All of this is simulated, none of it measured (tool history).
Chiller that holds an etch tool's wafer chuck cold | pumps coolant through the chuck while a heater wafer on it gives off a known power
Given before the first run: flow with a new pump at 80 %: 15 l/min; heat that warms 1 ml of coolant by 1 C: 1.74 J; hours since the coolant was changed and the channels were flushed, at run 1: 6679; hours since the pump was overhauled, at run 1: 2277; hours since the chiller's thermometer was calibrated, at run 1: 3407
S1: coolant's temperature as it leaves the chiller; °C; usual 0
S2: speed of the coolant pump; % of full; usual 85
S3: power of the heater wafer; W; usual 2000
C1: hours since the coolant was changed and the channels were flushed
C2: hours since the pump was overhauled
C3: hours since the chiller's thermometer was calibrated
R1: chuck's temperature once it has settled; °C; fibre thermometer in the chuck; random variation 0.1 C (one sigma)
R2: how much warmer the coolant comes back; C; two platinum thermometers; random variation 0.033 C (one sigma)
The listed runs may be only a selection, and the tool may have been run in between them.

Run 1, hour 0.0: usual settings; C1 6679; C2 2277; C3 3407. Result: R1 15.1 °C, R2 4.49 C.
Run 2, hour 113.0: usual settings; C1 6793; C2 2390; C3 3520. Result: R1 15.2 °C, R2 4.47 C.
Run 3, hour 232.3: usual settings; C1 6912; C2 2509; C3 3639. Result: R1 15.3 °C, R2 4.40 C.
Run 4, hour 301.6: usual settings; C1 6981; C2 2578; C3 3708. Result: R1 15.3 °C, R2 4.43 C.
Run 5, hour 369.0: usual settings; C1 7049; C2 2646; C3 3776. Result: R1 15.2 °C, R2 4.54 C.
Run 6, hour 450.5: usual settings; C1 7130; C2 2727; C3 3857. Result: R1 15.4 °C, R2 4.51 C.
Run 7, hour 558.5: usual settings; C1 7238; C2 2835; C3 3965. Result: R1 15.3 °C, R2 4.53 C.
Run 8, hour 616.7: usual settings but S1 -9 °C; C1 7296; C2 2893; C3 4024. Result: R1 6.3 °C, R2 4.54 C.
Run 9, hour 693.6: usual settings but S1 -9 °C; C1 7373; C2 2970; C3 4101. Result: R1 6.4 °C, R2 4.51 C.
Run 10, hour 829.1: usual settings but S1 -7 °C; C1 7509; C2 3106; C3 4236. Result: R1 8.7 °C, R2 4.52 C.
Run 11, hour 890.2: usual settings but S3 1788 W; C1 7570; C2 3167; C3 4297. Result: R1 14.0 °C, R2 4.06 C.
Run 12, hour 951.5: usual settings but S3 1788 W; C1 7631; C2 3228; C3 4358. Result: R1 14.0 °C, R2 4.03 C.
At hour 1010.9: coolant changed, channels flushed.
Run 13, hour 1025.1: usual settings but S3 1788 W; C1 14; C2 3296; C3 4426. Result: R1 12.2 °C, R2 4.07 C.
Run 14, hour 1165.3: usual settings but S1 10 °C, S3 1788 W; C1 154; C2 3436; C3 4566. Result: R1 22.2 °C, R2 4.10 C.
Run 15, hour 1288.4: usual settings but S1 10 °C, S3 1788 W; C1 278; C2 3559; C3 4689. Result: R1 22.4 °C, R2 4.11 C.
Run 16, hour 1413.5: usual settings but S1 10 °C, S3 1788 W; C1 403; C2 3684; C3 4814. Result: R1 22.3 °C, R2 4.04 C.
Run 17, hour 1481.0: usual settings but S1 10 °C, S3 1788 W; C1 470; C2 3752; C3 4882. Result: R1 22.5 °C, R2 4.04 C.
Run 18, hour 1554.1: usual settings but S1 8 °C, S3 1960 W; C1 543; C2 3825; C3 4955. Result: R1 21.6 °C, R2 4.46 C.
Run 19, hour 1634.3: usual settings but S2 86 % of full, S3 1155 W; C1 623; C2 3905; C3 5035. Result: R1 8.1 °C, R2 2.64 C.
Run 20, hour 1767.3: usual settings but S2 84 % of full, S3 1755 W; C1 756; C2 4038; C3 5168. Result: R1 12.3 °C, R2 4.10 C.
Run 21, hour 1905.1: usual settings but S3 2259 W; C1 894; C2 4176; C3 5306. Result: R1 15.5 °C, R2 5.23 C.
At hour 2003.5: chiller's thermometer calibrated.
Run 22, hour 2012.7: usual settings but S3 2259 W; C1 1001; C2 4282; C3 9. Result: R1 15.6 °C, R2 5.19 C.
At hour 2023.8: coolant pump overhauled.
Run 23, hour 2091.0: usual settings but S1 4 °C, S2 78 % of full, S3 1273 W; C1 1074; C2 67; C3 82. Result: R1 13.6 °C, R2 3.36 C.
Run 24, hour 2156.2: usual settings but S1 4 °C, S2 78 % of full, S3 1273 W; C1 1139; C2 132; C3 148. Result: R1 13.3 °C, R2 3.40 C.
Run 25, hour 2298.8: usual settings but S1 4 °C, S2 78 % of full, S3 1273 W; C1 1282; C2 275; C3 290. Result: R1 13.7 °C, R2 3.34 C.
Run 26, hour 2421.0: usual settings but S1 3 °C, S2 91 % of full, S3 1368 W; C1 1404; C2 397; C3 413. Result: R1 12.3 °C, R2 3.06 C.
Run 27, hour 2528.7: usual settings but S1 -4 °C; C1 1512; C2 505; C3 520. Result: R1 10.3 °C, R2 4.84 C.
At hour 2595.6: coolant pump overhauled, once more.
Run 28, hour 2672.7: usual settings but S1 7 °C, S2 100 % of full; C1 1651; C2 77; C3 659. Result: R1 18.8 °C, R2 3.70 C.
Run 29, hour 2789.8: usual settings but S1 1 °C, S2 76 % of full, S3 1834 W; C1 1768; C2 194; C3 776. Result: R1 14.3 °C, R2 4.51 C.
Run 30, hour 2923.1: usual settings but S2 83 % of full, S3 1080 W; C1 1901; C2 328; C3 910. Result: R1 7.4 °C, R2 2.40 C.
Run 31, hour 2997.0: usual settings but S1 -1 °C, S2 90 % of full, S3 1147 W; C1 1975; C2 401; C3 983. Result: R1 6.4 °C, R2 2.38 C.
Run 32, hour 3065.3: usual settings but S1 8 °C, S2 70 % of full, S3 2477 W; C1 2043; C2 470; C3 1052. Result: R1 27.2 °C, R2 6.66 C.
Run 33, hour 3203.7: usual settings but S1 -4 °C, S2 72 % of full; C1 2182; C2 608; C3 1190. Result: R1 11.2 °C, R2 5.26 C.

A few steps of R1 between consecutive runs. Split each: what settings, incoming material and random variation would produce without the hidden state, and what is left over for the hidden state, along with gauge scatter present in only one of the two compared results (measured, and without hidden state):
What the log doesn't record here: heat passed by the chuck's channels, % of clean ones'; flow at a given pump speed, % of a new pump's; coolant's true temperature over the reading, C; drift of the gauge itself on chuck_c, C; drift of the gauge itself on warmer_back_c, C.
Run 12 -> 13: coolant changed, channels flushed. R1 -1.8 °C: hidden state -1.9, all else +0.1.
Run 18 -> 19: S1 8 -> 0, S2 85 -> 86, S3 1960 -> 1155. R1 -13.5 °C: hidden state -0.3, all else -13.2.
Run 26 -> 27: S1 3 -> -4, S2 91 -> 85, S3 1368 -> 2000. R1 -2.0 °C: hidden state +0.5, all else -2.5.
Run 27 -> 28: S1 -4 -> 7, S2 85 -> 100, coolant pump overhauled, once more. R1 +8.5 °C: hidden state -1.0, all else +9.5.
Run 31 -> 32: S1 -1 -> 8, S2 90 -> 70, S3 1147 -> 2477. R1 +20.8 °C: hidden state +0.5, all else +20.3.
Run 32 -> 33: S1 8 -> -4, S2 70 -> 72, S3 2477 -> 2000. R1 -16.0 °C: hidden state +0.0, all else -16.0.
